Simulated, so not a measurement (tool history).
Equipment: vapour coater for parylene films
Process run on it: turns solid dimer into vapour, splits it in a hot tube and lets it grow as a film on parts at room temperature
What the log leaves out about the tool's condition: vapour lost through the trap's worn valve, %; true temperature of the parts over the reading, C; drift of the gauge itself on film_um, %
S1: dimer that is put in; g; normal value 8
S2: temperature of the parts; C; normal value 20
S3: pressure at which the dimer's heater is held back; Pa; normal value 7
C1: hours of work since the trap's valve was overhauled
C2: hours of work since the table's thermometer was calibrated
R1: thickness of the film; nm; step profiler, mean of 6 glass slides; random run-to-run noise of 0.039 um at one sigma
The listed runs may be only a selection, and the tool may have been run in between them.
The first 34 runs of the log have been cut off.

run   hour  S1  S2     S3   C1   C2    R1
 35  470.8  10  21  10.33  145  633  4830
 36  489.7   5  16    5.6  158  645  2660
 37  504.3   8  17   2.29  167  655  4470
 38    523   3  17   2.46  179  667  1680
 39  543.7   6  27   8.02  192  680  2540
 40  563.6   6  27   8.02  205  693  2530
 41  574.2   7  14    6.3  212  699  3810
 42  584.5   7  14    6.3  218  706  3800

For run 43, what comes out?
 43  601.1   7  17  2.09  229  717   ?

{"run 43": {"R1": 3850}}
On a tool with no hidden condition, and with the same random variation, this run would have come out at R1 4140 nm.

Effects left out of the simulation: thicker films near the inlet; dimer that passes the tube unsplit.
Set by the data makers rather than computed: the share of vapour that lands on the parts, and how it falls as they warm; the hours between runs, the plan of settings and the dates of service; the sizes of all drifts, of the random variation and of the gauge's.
